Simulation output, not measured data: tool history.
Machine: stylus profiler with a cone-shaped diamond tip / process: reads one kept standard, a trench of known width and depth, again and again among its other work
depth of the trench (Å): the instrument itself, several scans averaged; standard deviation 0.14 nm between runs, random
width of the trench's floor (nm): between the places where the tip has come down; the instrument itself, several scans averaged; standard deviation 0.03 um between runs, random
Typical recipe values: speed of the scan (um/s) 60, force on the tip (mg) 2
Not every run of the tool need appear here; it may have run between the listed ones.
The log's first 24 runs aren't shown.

run    hour  speed of the scan (um/s)  force on the tip (mg)  scans with this tip  hours of work since the height scale was calibrated  depth of the trench (Å)  width of the trench's floor (nm)
 25   886.6                        33                   1.13                 5441                                                 1007                   5014.2                             17150
      889.5  -- height scale calibrated on a step standard
 26     934                       133                   1.13                 5548                                                   19                   5010.2                             16720
 27   981.9                       224                   5.57                 5658                                                   39                   5079.7                             16890
 28    1027                       236                    4.9                 5761                                                   58                   5066.8                             16850
 29  1063.4                        80                      2                 5845                                                   74                   5026.1                             16990
 30  1092.7                        80                      2                 5912                                                   86                     5027                             17000
 31  1136.8                        25                   2.83                 6012                                                  105                   5041.1                             17100
 32    1188                       126                   1.36                 6130                                                  126                   5013.4                             16840
     1193.1  -- height scale calibrated on a step standard, once more
 33  1234.4                       126                   1.36                 6235                                                   17                   5043.1                             16790
 34  1285.2                       126                   1.36                 6351                                                   39                   5040.8                             16770
 35  1315.7                       126                   1.36                 6421                                                   52                   5039.8                             16880
 36  1364.3                        17                   3.63                 6532                                                   72                   5077.7                             17200

Each row is a separate what-if for the run after 36, all from the same tool condition, not one after another. Results?
  A  1404.1                       121                      2                 6623                                                   89                        ?                                 ?
  B  1404.1                        74                   2.21                 6623                                                   89                        ?                                 ?
  C  1404.1                       220                   1.98                 6623                                                   89                        ?                                 ?
  D  1404.1                        19                   3.83                 6623                                                   89                        ?                                 ?
  E  1404.1                       182                   3.63                 6623                                                   89                        ?                                 ?

run  depth of the trench (Å)  width of the trench's floor (nm)
  A                   5052.6                             16850
  B                   5055.4                             16990
  C                   5054.8                             16640
  D                   5078.4                             17200
  E                   5080.1                             16850
With the hidden condition removed and each run's random variation left untouched, the same runs would have given:
run  depth of the trench (Å)  width of the trench's floor (nm)
  A                   5052.5                             17010
  B                   5055.3                             17160
  C                   5054.7                             16800
  D                   5078.3                             17370
  E                     5080                             17020

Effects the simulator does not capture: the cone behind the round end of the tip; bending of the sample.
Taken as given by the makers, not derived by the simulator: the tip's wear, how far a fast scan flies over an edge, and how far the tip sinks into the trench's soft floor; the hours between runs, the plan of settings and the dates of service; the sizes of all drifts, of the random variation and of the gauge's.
